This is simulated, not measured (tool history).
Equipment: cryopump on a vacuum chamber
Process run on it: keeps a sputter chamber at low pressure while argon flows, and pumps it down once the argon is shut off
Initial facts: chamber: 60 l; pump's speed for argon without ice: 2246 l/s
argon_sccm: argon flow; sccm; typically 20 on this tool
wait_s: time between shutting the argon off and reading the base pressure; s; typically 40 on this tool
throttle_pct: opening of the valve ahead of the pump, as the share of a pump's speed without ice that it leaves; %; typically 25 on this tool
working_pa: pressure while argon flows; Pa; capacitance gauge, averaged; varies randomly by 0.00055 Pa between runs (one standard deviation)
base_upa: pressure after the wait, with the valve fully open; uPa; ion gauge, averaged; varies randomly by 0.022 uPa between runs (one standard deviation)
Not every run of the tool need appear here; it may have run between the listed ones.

run,hour,argon_sccm,wait_s,throttle_pct,working_pa,base_upa
1,0.0,20,40,25,0.0618,1.51
2,10.3,20,40,25,0.0622,1.55
3,21.0,20,40,25,0.0611,1.51
4,44.2,20,40,25,0.0626,1.50
5,54.8,20,40,25,0.0619,1.53
6,70.3,20,40,18,0.0850,1.54
7,86.3,20,40,18,0.0856,1.51
8,106.6,20,40,18,0.0844,1.54
9,117.0,26,40,25,0.0797,1.53
10,127.6,26,40,25,0.0809,1.62
11,138.6,26,40,25,0.0819,1.63
12,156.4,26,40,25,0.0810,1.59
13,179.2,29,40,25,0.0903,1.59
14,189.2,15,40,25,0.0467,1.64
15,210.1,23,40,24,0.0749,1.60
16,224.5,15,169,17,0.0678,1.20
17,235.7,15,169,17,0.0680,1.22
18,256.1,15,243,50,0.0261,1.23
19,273.8,20,64,51,0.0323,1.45
20,293.6,20,64,51,0.0332,1.47
21,311.0,20,99,51,0.0321,1.36
22,326.3,20,20,16,0.0974,2.25
23,338.9,9,40,18,0.0397,1.71
24,350.4,14,30,31,0.0354,1.86
25,360.4,31,51,44,0.0574,1.60
26,370.3,10,51,26,0.0304,1.65
27,382.2,23,224,26,0.0712,1.28

Below, some changes in working_pa between adjacent runs. For each, the amount present without the hidden state too (settings, incoming material, random variation) and the amount remaining for the hidden state with gauge scatter not shared by both compared results:
Hidden state at play: pump's speed, % of a pump's without ice; cold plate's temperature, K; leak into the chamber, uPa l/s; drift of the gauge itself on working_pa, %; drift of the gauge itself on base_upa, %.
Run 21 -> 22: wait_s 99 -> 20, throttle_pct 51 -> 16. working_pa +0.0653 Pa: hidden state +0.0001, all else +0.0652.
Run 22 -> 23: argon_sccm 20 -> 9, wait_s 20 -> 40, throttle_pct 16 -> 18. working_pa -0.0577 Pa: hidden state -0.0016, all else -0.0561.
Run 24 -> 25: argon_sccm 14 -> 31, wait_s 30 -> 51, throttle_pct 31 -> 44. working_pa +0.0220 Pa: hidden state +0.0029, all else +0.0191.
Run 25 -> 26: argon_sccm 31 -> 10, throttle_pct 44 -> 26. working_pa -0.0270 Pa: hidden state -0.0035, all else -0.0235.
